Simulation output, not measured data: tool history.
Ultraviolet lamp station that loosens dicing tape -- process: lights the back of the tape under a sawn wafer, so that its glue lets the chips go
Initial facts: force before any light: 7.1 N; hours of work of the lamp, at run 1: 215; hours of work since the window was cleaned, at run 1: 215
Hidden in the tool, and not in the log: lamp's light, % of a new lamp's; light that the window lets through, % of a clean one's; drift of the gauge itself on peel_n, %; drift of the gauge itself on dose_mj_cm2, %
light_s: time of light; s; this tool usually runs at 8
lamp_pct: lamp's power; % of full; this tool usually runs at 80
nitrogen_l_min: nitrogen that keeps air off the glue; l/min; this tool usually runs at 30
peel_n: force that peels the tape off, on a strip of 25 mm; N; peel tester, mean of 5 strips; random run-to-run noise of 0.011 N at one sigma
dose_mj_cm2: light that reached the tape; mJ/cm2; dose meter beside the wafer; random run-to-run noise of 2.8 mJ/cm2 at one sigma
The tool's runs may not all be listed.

| run | hour | light_s | lamp_pct | nitrogen_l_min | hours of work of the lamp | hours of work since the window was cleaned | peel_n | dose_mj_cm2 |
|---|---|---|---|---|---|---|---|---|
| 1 | 0.0 | 8 | 80 | 30 | 215 | 215 | 0.521 | 366 |
| 2 | 32.6 | 8 | 80 | 14 | 228 | 228 | 0.789 | 372 |
| 3 | 54.8 | 8 | 80 | 14 | 237 | 237 | 0.822 | 370 |
| 4 | 90.6 | 8 | 80 | 14 | 252 | 252 | 0.770 | 373 |
| 5 | 125.8 | 8 | 80 | 30 | 267 | 267 | 0.547 | 367 |
| 6 | 168.8 | 8 | 80 | 30 | 285 | 285 | 0.562 | 365 |
| 7 | 203.1 | 14 | 80 | 30 | 299 | 299 | 0.191 | 635 |
| 8 | 222.4 | 8 | 65 | 30 | 307 | 307 | 0.871 | 294 |
| 9 | 265.8 | 10 | 62 | 30 | 325 | 325 | 0.631 | 346 |
|  | 269.5 | window cleaned of glue's vapour |
| 10 | 289.8 | 10 | 62 | 30 | 335 | 8 | 0.660 | 331 |
| 11 | 330.4 | 10 | 62 | 19 | 351 | 25 | 0.837 | 336 |
| 12 | 365.7 | 5 | 74 | 55 | 366 | 40 | 1.453 | 199 |
| 13 | 392.7 | 5 | 74 | 55 | 377 | 51 | 1.443 | 196 |
|  | 439.1 | window cleaned of glue's vapour, once more |
| 14 | 439.1 | 7 | 98 | 30 | 396 | 0 | 0.464 | 407 |
| 15 | 481.0 | 5 | 79 | 12 | 414 | 17 | 1.811 | 230 |
| 16 | 511.3 | 5 | 79 | 12 | 426 | 30 | 1.912 | 235 |

Alternative continuations, all from the tool just after run 16; predict every row:
| A | 540.3 | 9 | 69 | 21 | 438 | 42 | ? | ? |
| B | 540.3 | 8 | 80 | 54 | 438 | 42 | ? | ? |
| C | 540.3 | 6 | 64 | 30 | 438 | 42 | ? | ? |

| run | peel_n | dose_mj_cm2 |
|---|---|---|
| A | 0.652 | 357 |
| B | 0.446 | 375 |
| C | 1.426 | 221 |
What these runs would have given with no unlogged condition in the tool:
| run | peel_n | dose_mj_cm2 |
|---|---|---|
| A | 0.561 | 385 |
| B | 0.381 | 404 |
| C | 1.268 | 238 |
